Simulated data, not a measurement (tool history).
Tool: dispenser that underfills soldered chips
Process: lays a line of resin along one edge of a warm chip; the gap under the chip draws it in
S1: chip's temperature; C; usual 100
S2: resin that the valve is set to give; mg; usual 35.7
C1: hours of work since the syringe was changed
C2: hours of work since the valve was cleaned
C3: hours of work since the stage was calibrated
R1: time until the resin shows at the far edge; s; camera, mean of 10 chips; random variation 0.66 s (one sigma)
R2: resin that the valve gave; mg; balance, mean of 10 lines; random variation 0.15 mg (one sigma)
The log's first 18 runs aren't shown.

run 19 hour=55.6 | S1=95 S2=35.7 | C1=8 C2=46 C3=172 | R1=88.0 R2=34.42
-- hour=57.8 new syringe of resin
run 20 hour=59.7 | S1=95 S2=40.9 | C1=1 C2=49 C3=175 | R1=70.9 R2=39.24
run 21 hour=63.9 | S1=94 S2=37.2 | C1=5 C2=52 C3=178 | R1=84.5 R2=35.53
run 22 hour=66.5 | S1=94 S2=42.0 | C1=7 C2=54 C3=180 | R1=88.9 R2=40.27
-- hour=70.3 new syringe of resin
run 23 hour=70.5 | S1=94 S2=42.0 | C1=0 C2=57 C3=183 | R1=70.3 R2=40.14
run 24 hour=74.3 | S1=87 S2=45.0 | C1=3 C2=60 C3=186 | R1=99.9 R2=43.06
run 25 hour=78.3 | S1=87 S2=45.0 | C1=6 C2=63 C3=189 | R1=112.2 R2=42.97
run 26 hour=80.4 | S1=89 S2=43.2 | C1=8 C2=64 C3=191 | R1=110.2 R2=41.02
-- hour=83.0 new syringe of resin
run 27 hour=84.3 | S1=107 S2=34.3 | C1=1 C2=67 C3=194 | R1=45.3 R2=32.61
run 28 hour=87.0 | S1=113 S2=42.5 | C1=3 C2=69 C3=196 | R1=39.4 R2=40.10
run 29 hour=90.5 | S1=113 S2=42.5 | C1=6 C2=72 C3=199 | R1=42.6 R2=39.97
run 30 hour=93.9 | S1=113 S2=42.5 | C1=8 C2=75 C3=201 | R1=47.3 R2=39.82
-- hour=95.5 new syringe of resin
run 31 hour=97.3 | S1=87 S2=36.9 | C1=1 C2=77 C3=204 | R1=97.8 R2=34.87
run 32 hour=99.8 | S1=103 S2=35.7 | C1=3 C2=79 C3=206 | R1=59.1 R2=33.56
-- hour=101.3 dispensing valve cleaned and set on the balance
run 33 hour=105.3 | S1=87 S2=30.6 | C1=7 C2=3 C3=209 | R1=122.7 R2=30.27
run 34 hour=107.4 | S1=87 S2=30.6 | C1=8 C2=5 C3=211 | R1=128.9 R2=30.48
-- hour=109.0 new syringe of resin
run 35 hour=109.7 | S1=107 S2=46.3 | C1=1 C2=6 C3=212 | R1=44.3 R2=45.80
run 36 hour=112.3 | S1=107 S2=46.3 | C1=3 C2=8 C3=214 | R1=47.7 R2=46.30
run 37 hour=115.8 | S1=112 S2=46.3 | C1=5 C2=11 C3=217 | R1=43.9 R2=45.73

Forecast each of these 3 alternatives for the next run:
run A hour=118.1 | S1=89 S2=45.4 | C1=7 C2=13 C3=219 | R1=? R2=?
run B hour=118.1 | S1=100 S2=32.5 | C1=7 C2=13 C3=219 | R1=? R2=?
run C hour=118.1 | S1=88 S2=41.1 | C1=7 C2=13 C3=219 | R1=? R2=?

run=A R1=106.1 R2=45.44
run=B R1=74.0 R2=32.39
run=C R1=111.6 R2=40.95
Without the tool's hidden state the same runs would have given:
run=A R1=87.2 R2=45.88
run=B R1=60.5 R2=32.71
run=C R1=91.7 R2=41.34
